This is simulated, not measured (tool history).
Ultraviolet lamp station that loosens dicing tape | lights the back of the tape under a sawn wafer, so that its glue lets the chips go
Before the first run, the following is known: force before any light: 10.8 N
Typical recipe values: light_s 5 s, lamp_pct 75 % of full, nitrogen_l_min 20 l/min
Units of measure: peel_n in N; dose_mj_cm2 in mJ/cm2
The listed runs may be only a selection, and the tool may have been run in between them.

Run 1, hour 0.0: usual settings. Result: peel_n 1.466 N, dose_mj_cm2 237 mJ/cm2.
Run 2, hour 9.9: usual settings but nitrogen_l_min 24 l/min. Result: peel_n 1.301 N, dose_mj_cm2 241 mJ/cm2.
Run 3, hour 21.2: usual settings but lamp_pct 72 % of full, nitrogen_l_min 24 l/min. Result: peel_n 1.431 N, dose_mj_cm2 227 mJ/cm2.
Run 4, hour 27.8: usual settings but lamp_pct 72 % of full, nitrogen_l_min 24 l/min. Result: peel_n 1.445 N, dose_mj_cm2 225 mJ/cm2.
Run 5, hour 34.5: usual settings but lamp_pct 72 % of full, nitrogen_l_min 24 l/min. Result: peel_n 1.433 N, dose_mj_cm2 227 mJ/cm2.
Run 6, hour 47.0: usual settings. Result: peel_n 1.484 N, dose_mj_cm2 237 mJ/cm2.
Run 7, hour 52.9: usual settings. Result: peel_n 1.433 N, dose_mj_cm2 233 mJ/cm2.
Run 8, hour 59.3: usual settings but nitrogen_l_min 22 l/min. Result: peel_n 1.418 N, dose_mj_cm2 237 mJ/cm2.
Run 9, hour 72.7: usual settings but light_s 3 s, nitrogen_l_min 22 l/min. Result: peel_n 3.086 N, dose_mj_cm2 144 mJ/cm2.
Run 10, hour 79.8: usual settings but light_s 3 s, nitrogen_l_min 22 l/min. Result: peel_n 3.151 N, dose_mj_cm2 141 mJ/cm2.
Run 11, hour 88.2: usual settings but light_s 3 s, nitrogen_l_min 22 l/min. Result: peel_n 3.002 N, dose_mj_cm2 138 mJ/cm2.
Run 12, hour 100.5: usual settings. Result: peel_n 1.479 N, dose_mj_cm2 237 mJ/cm2.
Run 13, hour 111.6: usual settings. Result: peel_n 1.512 N, dose_mj_cm2 234 mJ/cm2.
Run 14, hour 123.6: usual settings. Result: peel_n 1.454 N, dose_mj_cm2 234 mJ/cm2.
Run 15, hour 134.2: usual settings. Result: peel_n 1.546 N, dose_mj_cm2 234 mJ/cm2.
At hour 135.4: window cleaned of glue's vapour.
Run 16, hour 143.4: usual settings. Result: peel_n 1.522 N, dose_mj_cm2 227 mJ/cm2.
Run 17, hour 151.0: usual settings. Result: peel_n 1.541 N, dose_mj_cm2 231 mJ/cm2.
Run 18, hour 161.0: usual settings. Result: peel_n 1.546 N, dose_mj_cm2 227 mJ/cm2.
Run 19, hour 174.4: usual settings. Result: peel_n 1.534 N, dose_mj_cm2 229 mJ/cm2.
Run 20, hour 182.9: usual settings. Result: peel_n 1.561 N, dose_mj_cm2 228 mJ/cm2.
Run 21, hour 195.8: usual settings. Result: peel_n 1.605 N, dose_mj_cm2 224 mJ/cm2.
At hour 201.6: window cleaned of glue's vapour, once more.
Run 22, hour 204.4: usual settings but lamp_pct 89 % of full, nitrogen_l_min 11 l/min. Result: peel_n 1.472 N, dose_mj_cm2 289 mJ/cm2.
Run 23, hour 215.8: usual settings but light_s 6 s, lamp_pct 98 % of full, nitrogen_l_min 16 l/min. Result: peel_n 0.659 N, dose_mj_cm2 378 mJ/cm2.
Run 24, hour 227.1: usual settings but light_s 6 s, lamp_pct 98 % of full, nitrogen_l_min 16 l/min. Result: peel_n 0.684 N, dose_mj_cm2 372 mJ/cm2.
Run 25, hour 237.1: usual settings but light_s 4 s. Result: peel_n 2.088 N, dose_mj_cm2 193 mJ/cm2.
Run 26, hour 250.8: usual settings but light_s 6 s, lamp_pct 60 % of full, nitrogen_l_min 7 l/min. Result: peel_n 2.635 N, dose_mj_cm2 228 mJ/cm2.
Run 27, hour 258.1: usual settings but light_s 6 s, lamp_pct 60 % of full, nitrogen_l_min 7 l/min. Result: peel_n 2.675 N, dose_mj_cm2 232 mJ/cm2.
Run 28, hour 267.6: usual settings but light_s 2 s, nitrogen_l_min 11 l/min. Result: peel_n 5.485 N, dose_mj_cm2 100 mJ/cm2.
Run 29, hour 273.7: usual settings but lamp_pct 85 % of full, nitrogen_l_min 35 l/min. Result: peel_n 0.843 N, dose_mj_cm2 276 mJ/cm2.
Run 30, hour 285.4: usual settings but light_s 9 s. Result: peel_n 0.444 N, dose_mj_cm2 426 mJ/cm2.
Run 31, hour 296.5: usual settings but light_s 9 s. Result: peel_n 0.441 N, dose_mj_cm2 431 mJ/cm2.
Run 32, hour 306.7: usual settings but light_s 9 s, lamp_pct 64 % of full, nitrogen_l_min 8 l/min. Result: peel_n 1.168 N, dose_mj_cm2 365 mJ/cm2.
Run 33, hour 313.8: usual settings but lamp_pct 80 % of full, nitrogen_l_min 7 l/min. Result: peel_n 2.359 N, dose_mj_cm2 248 mJ/cm2.
Run 34, hour 326.7: usual settings but lamp_pct 80 % of full, nitrogen_l_min 7 l/min. Result: peel_n 2.319 N, dose_mj_cm2 249 mJ/cm2.
Run 35, hour 338.7: usual settings but lamp_pct 80 % of full, nitrogen_l_min 7 l/min. Result: peel_n 2.350 N, dose_mj_cm2 252 mJ/cm2.
Run 36, hour 352.0: usual settings but lamp_pct 80 % of full, nitrogen_l_min 7 l/min. Result: peel_n 2.317 N, dose_mj_cm2 251 mJ/cm2.
Run 37, hour 357.7: usual settings but light_s 4 s, lamp_pct 80 % of full, nitrogen_l_min 31 l/min. Result: peel_n 1.610 N, dose_mj_cm2 203 mJ/cm2.
Run 38, hour 371.3: usual settings but lamp_pct 80 % of full, nitrogen_l_min 31 l/min. Result: peel_n 1.030 N, dose_mj_cm2 250 mJ/cm2.
Run 39, hour 380.1: usual settings but lamp_pct 93 % of full, nitrogen_l_min 8 l/min. Result: peel_n 1.706 N, dose_mj_cm2 286 mJ/cm2.
Run 40, hour 386.0: usual settings but light_s 3 s, lamp_pct 93 % of full, nitrogen_l_min 35 l/min. Result: peel_n 1.946 N, dose_mj_cm2 177 mJ/cm2.
Run 41, hour 393.8: usual settings but light_s 3 s, lamp_pct 93 % of full, nitrogen_l_min 8 l/min. Result: peel_n 3.468 N, dose_mj_cm2 175 mJ/cm2.
Run 42, hour 399.8: usual settings but light_s 4 s, lamp_pct 91 % of full. Result: peel_n 1.557 N, dose_mj_cm2 227 mJ/cm2.

Hidden state or all else? Some run-to-run changes of peel_n, split into what the settings, what came in and random variation would give without the hidden state, and what is left for the hidden state (with any gauge scatter that isn't in both results):
The tool's hidden condition here consists of: lamp's light, % of a new lamp's; light that the window lets through, % of a clean one's; drift of the gauge itself on peel_n, %; drift of the gauge itself on dose_mj_cm2, %.
Run 8 -> 9: light_s 5 -> 3. peel_n +1.668 N: hidden state +0.094, all else +1.574.
Run 21 -> 22: lamp_pct 75 -> 89, nitrogen_l_min 20 -> 11, window cleaned of glue's vapour, once more. peel_n -0.133 N: hidden state -0.161, all else +0.028.
Run 27 -> 28: light_s 6 -> 2, lamp_pct 60 -> 75, nitrogen_l_min 7 -> 11. peel_n +2.810 N: hidden state +0.018, all else +2.792.
Run 28 -> 29: light_s 2 -> 5, lamp_pct 75 -> 85, nitrogen_l_min 11 -> 35. peel_n -4.642 N: hidden state -0.112, all else -4.530.
Run 41 -> 42: light_s 3 -> 4, lamp_pct 93 -> 91, nitrogen_l_min 8 -> 20. peel_n -1.911 N: hidden state -0.081, all else -1.830.
